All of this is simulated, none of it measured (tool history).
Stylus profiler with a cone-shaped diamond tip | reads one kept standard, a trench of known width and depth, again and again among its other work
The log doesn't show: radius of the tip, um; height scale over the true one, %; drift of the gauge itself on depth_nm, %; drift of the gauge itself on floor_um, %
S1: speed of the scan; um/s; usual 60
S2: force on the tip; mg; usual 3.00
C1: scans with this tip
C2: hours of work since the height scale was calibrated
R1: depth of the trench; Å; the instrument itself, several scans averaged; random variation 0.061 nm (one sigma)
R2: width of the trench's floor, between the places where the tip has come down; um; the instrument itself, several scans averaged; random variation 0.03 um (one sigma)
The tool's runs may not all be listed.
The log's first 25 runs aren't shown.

run 26 hour=1966.4 | S1=43 S2=1.11 | C1=2656 C2=303 | R1=2016.0 R2=26.89
run 27 hour=2065.3 | S1=22 S2=3.21 | C1=3303 C2=377 | R1=2030.0 R2=26.92
run 28 hour=2144.9 | S1=60 S2=2.14 | C1=3824 C2=437 | R1=2024.1 R2=26.81
run 29 hour=2250.4 | S1=33 S2=3.00 | C1=4514 C2=515 | R1=2029.7 R2=26.80
run 30 hour=2297.6 | S1=19 S2=4.29 | C1=4823 C2=551 | R1=2037.8 R2=26.77
run 31 hour=2365.4 | S1=89 S2=8.79 | C1=5267 C2=601 | R1=2060.8 R2=26.67
run 32 hour=2448.6 | S1=68 S2=3.00 | C1=5811 C2=663 | R1=2031.0 R2=26.66
run 33 hour=2504.0 | S1=68 S2=3.00 | C1=6174 C2=705 | R1=2030.7 R2=26.61

3 ways to go on from here, each from the tool as it stands after run 33. What would each give?
run A hour=2568.3 | S1=102 S2=1.10 | C1=6594 C2=753 | R1=? R2=?
run B hour=2568.3 | S1=37 S2=3.00 | C1=6594 C2=753 | R1=? R2=?
run C hour=2568.3 | S1=60 S2=1.17 | C1=6594 C2=753 | R1=? R2=?

run=A R1=2016.4 R2=26.38
run=B R1=2030.9 R2=26.68
run=C R1=2017.9 R2=26.57
Without the tool's hidden state the same runs would have given:
run=A R1=2014.4 R2=26.81
run=B R1=2028.9 R2=27.12
run=C R1=2015.9 R2=27.00

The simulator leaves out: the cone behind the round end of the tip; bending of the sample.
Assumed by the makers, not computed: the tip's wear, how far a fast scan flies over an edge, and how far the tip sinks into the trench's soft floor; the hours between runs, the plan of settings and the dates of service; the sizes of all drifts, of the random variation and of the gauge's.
